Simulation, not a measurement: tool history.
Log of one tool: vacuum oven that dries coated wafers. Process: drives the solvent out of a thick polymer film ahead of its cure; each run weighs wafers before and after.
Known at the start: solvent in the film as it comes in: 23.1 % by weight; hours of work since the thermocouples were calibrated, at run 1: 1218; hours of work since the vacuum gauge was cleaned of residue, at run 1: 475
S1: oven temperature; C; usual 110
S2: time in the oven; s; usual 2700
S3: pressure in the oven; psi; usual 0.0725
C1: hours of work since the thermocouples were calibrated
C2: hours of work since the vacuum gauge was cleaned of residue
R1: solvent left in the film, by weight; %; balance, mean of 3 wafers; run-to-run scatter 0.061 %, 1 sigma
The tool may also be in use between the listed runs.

run,hour,S1,S2,S3,C1,C2,R1
1,0,110,2700,0.0725,1218,475,5.45
2,8.2,110,2700,0.0725,1223,481,5.53
3,25.6,113,2700,0.0725,1235,493,4.43
4,34.4,113,2700,0.0725,1242,499,4.45
5,45.7,110,2700,0.0725,1249,507,5.45
6,55.3,110,2700,0.102,1256,513,5.74
7,70,104,2700,0.0725,1266,524,7.93
8,83.7,104,2700,0.0725,1276,533,7.98
9,99.2,104,2700,0.0725,1287,544,7.86
10,110.3,104,2700,0.0725,1294,552,8.03
11,118.5,110,2700,0.0725,1300,557,5.61
12,127.4,110,2700,0.0725,1306,564,5.66
13,138.8,120,2700,0.2631,1314,572,2.89
14,147.5,106,2640,0.0477,1320,578,7.19
15,162.6,106,1980,0.1693,1331,588,9.42
16,176.3,121,1980,0.2126,1340,598,3.92
# hour 189.8: oven's thermocouples calibrated
17,193.4,101,3060,0.0484,3,608,7.23
18,208.2,109,3060,0.2364,13,618,4.76
19,225.2,109,3060,0.2364,25,630,4.75
20,239.2,109,3060,0.2364,34,640,4.74
21,251.2,103,3060,0.1034,43,648,6.47
22,269.2,96,4260,0.1536,55,661,7.46
23,277.9,96,4260,0.1536,61,667,7.48
24,295.9,96,4260,0.1536,74,679,7.61

5 options for the next run, each taken on its own from the tool as it stands now. Forecast them:
A,309.5,121,1380,0.2044,83,689,?
B,309.5,96,4260,0.1939,83,689,?
C,309.5,96,4260,0.0403,83,689,?
D,309.5,105,1620,0.0557,83,689,?
E,309.5,104,3060,0.1147,83,689,?

run,R1
A,5.24
B,7.77
C,7.05
D,9.68
E,6.14
Take away the tool's hidden state, keep each run's random variation, and the runs would have read:
run,R1
A,5.11
B,7.54
C,6.83
D,9.53
E,5.96
